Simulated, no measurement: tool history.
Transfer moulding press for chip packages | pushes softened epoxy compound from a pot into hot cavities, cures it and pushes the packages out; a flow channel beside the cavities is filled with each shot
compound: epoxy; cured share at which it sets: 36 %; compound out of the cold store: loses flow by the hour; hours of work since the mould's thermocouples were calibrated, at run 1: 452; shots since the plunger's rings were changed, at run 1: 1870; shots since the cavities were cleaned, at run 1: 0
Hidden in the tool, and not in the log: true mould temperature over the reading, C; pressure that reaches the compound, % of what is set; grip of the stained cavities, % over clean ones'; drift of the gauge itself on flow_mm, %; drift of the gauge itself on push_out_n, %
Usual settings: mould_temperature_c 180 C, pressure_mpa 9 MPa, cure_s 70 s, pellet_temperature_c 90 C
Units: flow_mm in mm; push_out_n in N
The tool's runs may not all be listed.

run,day,mould_temperature_c,pressure_mpa,cure_s,pellet_temperature_c,hours of work since the mould's thermocouples were calibrated,shots since the plunger's rings were changed,shots since the cavities were cleaned,incoming compound's hours out of the cold store,flow_mm,push_out_n
1,0,180,9,70,90,452,1870,0,24.6,883,525
# day 1.983: cavities cleaned with cleaning compound and waxed
# day 2.454: mould's thermocouples calibrated
2,2.758,174,9,70,90,5,2825,252,10.3,963,815
# day 4.371: plunger's sealing rings changed
# day 4.433: cavities cleaned with cleaning compound and waxed
3,5.312,174,9,62,90,43,322,322,32.5,889,1052
# day 6.554: cavities cleaned with cleaning compound and waxed
# day 8.646: cavities cleaned with cleaning compound and waxed
4,8.646,180,9,70,90,94,1496,0,30.7,872,519
# day 10.879: cavities cleaned with cleaning compound and waxed
5,12.046,180,9,70,90,147,2716,427,37.8,845,551
# day 12.85: cavities cleaned with cleaning compound and waxed
# day 13.854: plunger's sealing rings changed
# day 15.183: cavities cleaned with cleaning compound and waxed
6,15.267,180,10.24,70,90,194,494,31,21.6,960,554
# day 17.2: cavities cleaned with cleaning compound and waxed
7,17.2,180,10.24,70,90,224,1177,0,34.7,912,527
8,18.796,180,10.24,70,90,249,1762,585,42.1,886,526
# day 19.4: cavities cleaned with cleaning compound and waxed
9,20.833,180,9,70,90,280,2483,524,21.6,900,537
# day 21.467: cavities cleaned with cleaning compound and waxed
# day 23.242: plunger's sealing rings changed
10,23.242,180,9,53,90,316,0,611,44.8,830,1019
# day 23.567: cavities cleaned with cleaning compound and waxed
11,24.971,180,9,53,90,342,609,513,14.7,922,1100
# day 25.671: cavities cleaned with cleaning compound and waxed
12,27.304,180,9,53,90,378,1440,598,27.6,876,1083
# day 27.738: cavities cleaned with cleaning compound and waxed
# day 29.871: cavities cleaned with cleaning compound and waxed
13,31.158,180,9,52,90,438,2804,472,25.8,881,1149
# day 32.121: cavities cleaned with cleaning compound and waxed
# day 32.879: plunger's sealing rings changed
# day 34.412: cavities cleaned with cleaning compound and waxed
# day 34.862: mould's thermocouples calibrated
14,35.121,185,8.27,63,93,4,765,227,18.4,853,510
# day 36.696: cavities cleaned with cleaning compound and waxed
15,37.738,185,8.27,63,93,45,1700,381,47.1,770,510
# day 38.696: cavities cleaned with cleaning compound and waxed
# day 40.712: cavities cleaned with cleaning compound and waxed
16,40.992,185,8.27,63,91,94,2845,103,39.1,790,529
# day 42.554: plunger's sealing rings changed
# day 42.946: cavities cleaned with cleaning compound and waxed
17,43.488,185,8.27,63,91,131,318,199,19.1,852,516
# day 45.121: cavities cleaned with cleaning compound and waxed
18,45.55,178,7.56,76,90,163,1050,158,32.3,798,525
# day 47.25: cavities cleaned with cleaning compound and waxed
# day 49.283: cavities cleaned with cleaning compound and waxed
19,49.375,178,7.56,55,95,222,2403,34,47.9,750,992
# day 51.354: cavities cleaned with cleaning compound and waxed
# day 52.067: plunger's sealing rings changed
20,52.533,178,7.56,55,95,269,171,392,15,849,1126
# day 53.5: cavities cleaned with cleaning compound and waxed
# day 55.529: cavities cleaned with cleaning compound and waxed
21,55.529,178,7.56,55,86,315,1221,0,17.9,841,1191
# day 57.725: cavities cleaned with cleaning compound and waxed
22,58.338,180,9,62,88,358,2225,224,18.4,911,721
# day 59.7: cavities cleaned with cleaning compound and waxed
23,60.121,180,9,104,90,385,2854,153,34,854,454
# day 61.554: plunger's sealing rings changed
# day 61.917: cavities cleaned with cleaning compound and waxed
24,63.821,184,9.01,59,90,442,806,697,43.3,819,608
# day 64.133: cavities cleaned with cleaning compound and waxed
# day 66.362: cavities cleaned with cleaning compound and waxed
# day 66.983: mould's thermocouples calibrated
25,67.183,187,9.01,59,90,3,1959,269,40.4,813,498

How the hidden state differs across the entries between the runs, from the last listed run before each to the first after it:
Between runs 1 and 2: cavities cleaned with cleaning compound and waxed (day 1.983); mould's thermocouples calibrated (day 2.454)
  true mould temperature over the reading, C: 0.01 -> 0; pressure that reaches the compound, % of what is set: 99.89 -> 99.83; grip of the stained cavities, % over clean ones': 0 -> 1.1
  measured less the result without the state, push_out_n: +0 -> +8 N
Between runs 2 and 3: plunger's sealing rings changed (day 4.371); cavities cleaned with cleaning compound and waxed (day 4.433)
  pressure that reaches the compound, % of what is set: 99.83 -> 99.98; grip of the stained cavities, % over clean ones': 1.1 -> 1.3
  measured less the result without the state, push_out_n: +8 -> +13 N
Between runs 3 and 4: cavities cleaned with cleaning compound and waxed (day 6.554); cavities cleaned with cleaning compound and waxed (day 8.646)
  pressure that reaches the compound, % of what is set: 99.98 -> 99.91; grip of the stained cavities, % over clean ones': 1.3 -> 0
  measured less the result without the state, push_out_n: +13 -> +0 N
Between runs 4 and 5: cavities cleaned with cleaning compound and waxed (day 10.879)
  pressure that reaches the compound, % of what is set: 99.91 -> 99.84; grip of the stained cavities, % over clean ones': 0 -> 1.5
  measured less the result without the state, push_out_n: +0 -> +8 N
Between runs 5 and 6: cavities cleaned with cleaning compound and waxed (day 12.85); plunger's sealing rings changed (day 13.854); cavities cleaned with cleaning compound and waxed (day 15.183)
  pressure that reaches the compound, % of what is set: 99.84 -> 99.96; grip of the stained cavities, % over clean ones': 1.5 -> 0.3
  measured less the result without the state, push_out_n: +8 -> +1 N
Between runs 6 and 7: cavities cleaned with cleaning compound and waxed (day 17.2)
  pressure that reaches the compound, % of what is set: 99.96 -> 99.92; grip of the stained cavities, % over clean ones': 0.3 -> 0
  measured less the result without the state, push_out_n: +1 -> +0 N
Between runs 8 and 9: cavities cleaned with cleaning compound and waxed (day 19.4)
  pressure that reaches the compound, % of what is set: 99.89 -> 99.85
  measured less the result without the state, push_out_n: +8 -> +8 N
Between runs 9 and 10: cavities cleaned with cleaning compound and waxed (day 21.467); plunger's sealing rings changed (day 23.242)
  pressure that reaches the compound, % of what is set: 99.85 -> 100; grip of the stained cavities, % over clean ones': 1.6 -> 1.7
  measured less the result without the state, push_out_n: +8 -> +17 N
Between runs 10 and 11: cavities cleaned with cleaning compound and waxed (day 23.567)
  pressure that reaches the compound, % of what is set: 100 -> 99.96; grip of the stained cavities, % over clean ones': 1.7 -> 1.5
  measured less the result without the state, push_out_n: +17 -> +16 N
Between runs 11 and 12: cavities cleaned with cleaning compound and waxed (day 25.671)
  pressure that reaches the compound, % of what is set: 99.96 -> 99.91; grip of the stained cavities, % over clean ones': 1.5 -> 1.7
  measured less the result without the state, push_out_n: +16 -> +17 N
Between runs 12 and 13: cavities cleaned with cleaning compound and waxed (day 27.738); cavities cleaned with cleaning compound and waxed (day 29.871)
  pressure that reaches the compound, % of what is set: 99.91 -> 99.83; grip of the stained cavities, % over clean ones': 1.7 -> 1.5
  measured less the result without the state, push_out_n: +17 -> +17 N
Between runs 13 and 14: cavities cleaned with cleaning compound and waxed (day 32.121); plunger's sealing rings changed (day 32.879); cavities cleaned with cleaning compound and waxed (day 34.412); mould's thermocouples calibrated (day 34.862)
  true mould temperature over the reading, C: 0.01 -> 0; pressure that reaches the compound, % of what is set: 99.83 -> 99.95; grip of the stained cavities, % over clean ones': 1.5 -> 1
  measured less the result without the state, push_out_n: +17 -> +5 N
Between runs 14 and 15: cavities cleaned with cleaning compound and waxed (day 36.696)
  true mould temperature over the reading, C: 0 -> 0.01; pressure that reaches the compound, % of what is set: 99.95 -> 99.9; grip of the stained cavities, % over clean ones': 1 -> 1.5
  measured less the result without the state, push_out_n: +5 -> +7 N
Between runs 15 and 16: cavities cleaned with cleaning compound and waxed (day 38.696); cavities cleaned with cleaning compound and waxed (day 40.712)
  pressure that reaches the compound, % of what is set: 99.9 -> 99.83; grip of the stained cavities, % over clean ones': 1.5 -> 0.5
  measured less the result without the state, push_out_n: +7 -> +2 N
Between runs 16 and 17: plunger's sealing rings changed (day 42.554); cavities cleaned with cleaning compound and waxed (day 42.946)
  pressure that reaches the compound, % of what is set: 99.83 -> 99.95; grip of the stained cavities, % over clean ones': 0.5 -> 0.9
  measured less the result without the state, push_out_n: +2 -> +4 N
Between runs 17 and 18: cavities cleaned with cleaning compound and waxed (day 45.121)
  pressure that reaches the compound, % of what is set: 99.95 -> 99.91; grip of the stained cavities, % over clean ones': 0.9 -> 0.8
  measured less the result without the state, push_out_n: +4 -> +4 N
Between runs 18 and 19: cavities cleaned with cleaning compound and waxed (day 47.25); cavities cleaned with cleaning compound and waxed (day 49.283)
  pressure that reaches the compound, % of what is set: 99.91 -> 99.82; grip of the stained cavities, % over clean ones': 0.8 -> 0.2
  measured less the result without the state, push_out_n: +4 -> +2 N
Between runs 19 and 20: cavities cleaned with cleaning compound and waxed (day 51.354); plunger's sealing rings changed (day 52.067)
  pressure that reaches the compound, % of what is set: 99.82 -> 99.97; grip of the stained cavities, % over clean ones': 0.2 -> 1.3
  measured less the result without the state, push_out_n: +2 -> +14 N
Between runs 20 and 21: cavities cleaned with cleaning compound and waxed (day 53.5); cavities cleaned with cleaning compound and waxed (day 55.529)
  pressure that reaches the compound, % of what is set: 99.97 -> 99.92; grip of the stained cavities, % over clean ones': 1.3 -> 0
  measured less the result without the state, push_out_n: +14 -> -1 N
Between runs 21 and 22: cavities cleaned with cleaning compound and waxed (day 57.725)
  pressure that reaches the compound, % of what is set: 99.92 -> 99.85; grip of the stained cavities, % over clean ones': 0 -> 1.1
  measured less the result without the state, push_out_n: -1 -> +7 N
Between runs 22 and 23: cavities cleaned with cleaning compound and waxed (day 59.7)
  true mould temperature over the reading, C: 0.01 -> 0.02; pressure that reaches the compound, % of what is set: 99.85 -> 99.82; grip of the stained cavities, % over clean ones': 1.1 -> 0.9
  measured less the result without the state, push_out_n: +7 -> +4 N
Between runs 23 and 24: plunger's sealing rings changed (day 61.554); cavities cleaned with cleaning compound and waxed (day 61.917)
  pressure that reaches the compound, % of what is set: 99.82 -> 99.95; grip of the stained cavities, % over clean ones': 0.9 -> 1.7
  measured less the result without the state, push_out_n: +4 -> +10 N
Between runs 24 and 25: cavities cleaned with cleaning compound and waxed (day 64.133); cavities cleaned with cleaning compound and waxed (day 66.362); mould's thermocouples calibrated (day 66.983)
  true mould temperature over the reading, C: 0.02 -> 0; pressure that reaches the compound, % of what is set: 99.95 -> 99.89; grip of the stained cavities, % over clean ones': 1.7 -> 1.1
  measured less the result without the state, push_out_n: +10 -> +5 N

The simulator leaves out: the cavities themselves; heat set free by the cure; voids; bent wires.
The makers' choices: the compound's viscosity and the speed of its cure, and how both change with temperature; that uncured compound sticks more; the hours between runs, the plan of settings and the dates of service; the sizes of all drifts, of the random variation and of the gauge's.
